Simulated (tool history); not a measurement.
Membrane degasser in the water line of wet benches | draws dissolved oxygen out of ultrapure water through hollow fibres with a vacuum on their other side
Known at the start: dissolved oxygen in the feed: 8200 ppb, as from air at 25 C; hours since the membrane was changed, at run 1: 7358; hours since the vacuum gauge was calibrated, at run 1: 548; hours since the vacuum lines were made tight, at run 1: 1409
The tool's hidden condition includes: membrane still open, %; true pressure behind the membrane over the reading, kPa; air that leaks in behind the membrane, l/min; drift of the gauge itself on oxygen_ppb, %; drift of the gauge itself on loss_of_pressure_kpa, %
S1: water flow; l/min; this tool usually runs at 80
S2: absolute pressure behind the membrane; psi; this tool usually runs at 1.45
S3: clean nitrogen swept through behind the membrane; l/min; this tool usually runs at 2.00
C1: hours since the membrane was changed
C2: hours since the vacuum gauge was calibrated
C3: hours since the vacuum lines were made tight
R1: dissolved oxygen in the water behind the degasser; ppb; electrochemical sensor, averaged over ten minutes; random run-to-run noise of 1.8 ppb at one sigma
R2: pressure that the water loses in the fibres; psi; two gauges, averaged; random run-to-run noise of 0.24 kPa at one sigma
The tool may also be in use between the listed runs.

run	day	S1	S2	S3	C1	C2	C3	R1	R2
1	0.000	80	1.45	2.00	7358	548	1409	523.8	8.968
2	14.833	68	1.45	2.00	7714	904	1765	462.7	7.606
3	24.596	68	1.45	2.00	7948	1138	2000	462.5	7.594
4	38.875	68	1.45	2.00	8291	1481	2342	457.4	7.571
5	47.046	68	1.45	2.00	8487	1677	2538	460.6	7.555
6	56.562	68	1.45	2.00	8715	1905	2767	462.0	7.546
7	71.196	68	1.45	2.00	9067	2257	3118	463.3	7.599
8	82.317	68	1.45	2.00	9334	2523	3385	460.9	7.625
9	94.662	68	1.45	2.00	9630	2820	3681	463.0	7.561
10	108.862	80	1.45	2.00	9971	3161	4022	529.5	8.892
11	123.046	80	1.45	2.00	10311	3501	4362	527.5	8.950
12	133.800	80	1.45	2.00	10569	3759	4621	531.3	8.913
# day 135.629: vacuum gauge calibrated
13	146.708	80	2.52	2.00	10878	266	4930	1036.1	8.895
14	161.550	80	1.45	2.00	11235	622	5286	527.9	8.898
15	169.033	80	1.45	2.00	11414	802	5466	531.4	8.934
16	178.279	80	1.45	2.00	11636	1024	5688	532.1	8.950
17	187.412	80	1.45	2.00	11855	1243	5907	531.2	8.923
18	199.496	123	2.57	1.67	12145	1533	6197	1600.0	13.758
# day 205.792: seals of the vacuum lines changed
19	205.971	78	1.97	0.83	12299	1686	4	1389.6	8.666
20	215.958	78	1.97	0.83	12538	1926	244	1391.9	8.701

What does the tool deliver on the next run?
21	230.475	78	1.97	0.83	12887	2274	592	?	?

{"run 21": {"R1": 1384.1, "R2": 8.724}}
Without the tool's hidden state the same run would have given R1 1369.1 ppb, R2 8.710 psi.

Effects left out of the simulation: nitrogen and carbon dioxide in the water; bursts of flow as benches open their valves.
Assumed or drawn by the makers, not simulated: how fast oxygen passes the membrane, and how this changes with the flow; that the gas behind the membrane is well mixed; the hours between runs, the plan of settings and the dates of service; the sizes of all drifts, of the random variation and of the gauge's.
